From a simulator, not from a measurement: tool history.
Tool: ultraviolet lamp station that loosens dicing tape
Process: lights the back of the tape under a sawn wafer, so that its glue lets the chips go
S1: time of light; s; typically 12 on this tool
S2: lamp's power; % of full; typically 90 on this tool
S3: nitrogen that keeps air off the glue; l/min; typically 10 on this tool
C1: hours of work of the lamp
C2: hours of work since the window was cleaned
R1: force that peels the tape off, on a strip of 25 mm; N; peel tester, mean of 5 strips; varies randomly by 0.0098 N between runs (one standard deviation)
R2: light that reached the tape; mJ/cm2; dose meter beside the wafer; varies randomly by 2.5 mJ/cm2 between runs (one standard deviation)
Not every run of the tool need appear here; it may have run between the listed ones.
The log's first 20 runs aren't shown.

| run | day | S1 | S2 | S3 | C1 | C2 | R1 | R2 |
|---|---|---|---|---|---|---|---|---|
| 21 | 12.592 | 12 | 90 | 13 | 198 | 373 | 0.374 | 306 |
| 22 | 13.392 | 12 | 90 | 13 | 207 | 382 | 0.365 | 301 |
| 23 | 14.229 | 12 | 64 | 8 | 216 | 391 | 0.829 | 213 |
| 24 | 14.829 | 12 | 64 | 8 | 222 | 397 | 0.835 | 217 |
| 25 | 15.533 | 14 | 62 | 10 | 230 | 405 | 0.617 | 243 |
| 26 | 16.096 | 14 | 99 | 10 | 236 | 411 | 0.302 | 380 |
| 27 | 16.646 | 14 | 99 | 10 | 242 | 417 | 0.294 | 386 |
| 28 | 17.117 | 12 | 76 | 11 | 247 | 422 | 0.512 | 251 |
| 29 | 17.854 | 12 | 91 | 9 | 255 | 430 | 0.463 | 300 |
| 30 | 18.7 | 12 | 91 | 9 | 264 | 439 | 0.441 | 304 |
| 31 | 19.404 | 6 | 72 | 4 | 272 | 447 | 2.358 | 122 |
| 32 | 19.942 | 12 | 98 | 3 | 278 | 453 | 0.754 | 331 |
| 33 | 20.671 | 12 | 98 | 3 | 286 | 461 | 0.818 | 324 |
| 34 | 21.458 | 6 | 98 | 4 | 294 | 469 | 1.711 | 162 |
| 35 | 22.096 | 11 | 78 | 10 | 301 | 476 | 0.644 | 238 |
| 36 | 22.967 | 11 | 78 | 4 | 310 | 486 | 1.081 | 236 |
| 37 | 23.825 | 12 | 90 | 11 | 320 | 495 | 0.398 | 299 |
| 38 | 24.517 | 19 | 66 | 10 | 327 | 503 | 0.334 | 345 |

Run 39 is up next; what results do you expect?
| 39 | 24.929 | 13 | 88 | 13 | 332 | 507 | ? | ? |

R1: 0.345 N
R2: 316 mJ/cm2
On a tool with no hidden condition, and with the same random variation, this run would have come out at R1 0.343 N, R2 317 mJ/cm2.

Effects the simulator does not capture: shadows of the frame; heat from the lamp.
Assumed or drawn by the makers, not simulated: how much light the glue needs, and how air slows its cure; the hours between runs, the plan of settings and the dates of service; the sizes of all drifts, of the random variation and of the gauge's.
